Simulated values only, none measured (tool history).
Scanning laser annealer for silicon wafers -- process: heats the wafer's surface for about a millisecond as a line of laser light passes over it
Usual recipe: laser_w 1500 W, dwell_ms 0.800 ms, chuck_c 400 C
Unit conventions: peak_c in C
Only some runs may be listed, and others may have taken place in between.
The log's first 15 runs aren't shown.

Run 16, hour 221.2: usual settings. Result: peak_c 1175 C.
Run 17, hour 231.0: usual settings. Result: peak_c 1175 C.
Run 18, hour 243.9: usual settings but laser_w 1281 W, dwell_ms 0.647 ms, chuck_c 371 C. Result: peak_c 972 C.
At hour 252.0: optics aligned, line set to its width.
Run 19, hour 268.5: usual settings but laser_w 1402 W. Result: peak_c 1127 C.
Run 20, hour 286.9: usual settings but laser_w 1614 W, dwell_ms 0.814 ms, chuck_c 430 C. Result: peak_c 1273 C.
Run 21, hour 306.7: usual settings but laser_w 1433 W, dwell_ms 0.786 ms. Result: peak_c 1134 C.
Run 22, hour 319.4: usual settings but laser_w 1333 W, dwell_ms 0.932 ms, chuck_c 406 C. Result: peak_c 1144 C.
Run 23, hour 337.8: usual settings but laser_w 1333 W, dwell_ms 0.932 ms, chuck_c 406 C. Result: peak_c 1144 C.
Run 24, hour 355.1: usual settings but laser_w 1599 W, dwell_ms 0.635 ms, chuck_c 372 C. Result: peak_c 1121 C.
Run 25, hour 364.9: usual settings but laser_w 1573 W, dwell_ms 0.924 ms. Result: peak_c 1267 C.
Run 26, hour 373.8: usual settings but laser_w 1573 W, dwell_ms 0.924 ms. Result: peak_c 1272 C.
Run 27, hour 383.2: usual settings but laser_w 1418 W, dwell_ms 0.924 ms. Result: peak_c 1181 C.
Run 28, hour 396.3: usual settings but laser_w 1418 W, dwell_ms 0.924 ms. Result: peak_c 1183 C.
Run 29, hour 413.3: usual settings but laser_w 1418 W, dwell_ms 0.924 ms. Result: peak_c 1184 C.
Run 30, hour 424.8: usual settings but laser_w 1502 W, dwell_ms 0.585 ms, chuck_c 395 C. Result: peak_c 1073 C.
Run 31, hour 441.7: usual settings but laser_w 1502 W, dwell_ms 0.585 ms, chuck_c 414 C. Result: peak_c 1091 C.
Run 32, hour 461.8: usual settings but laser_w 1614 W. Result: peak_c 1236 C.
Run 33, hour 470.8: usual settings but laser_w 1614 W. Result: peak_c 1237 C.

Predict each of these 3 candidate next runs independently; none follows another, all start after run 33:
Run A, hour 481.9: usual settings but laser_w 1409 W, dwell_ms 0.847 ms, chuck_c 371 C. Result: peak_c ?.
Run B, hour 481.9: usual settings but laser_w 1400 W, dwell_ms 0.787 ms, chuck_c 362 C. Result: peak_c ?.
Run C, hour 481.9: usual settings but laser_w 1595 W, dwell_ms 0.680 ms, chuck_c 377 C. Result: peak_c ?.

run  peak_c
  A    1118
  B    1082
  C    1148
With no hidden state in the tool, these same runs would have given:
run  peak_c
  A    1119
  B    1082
  C    1148
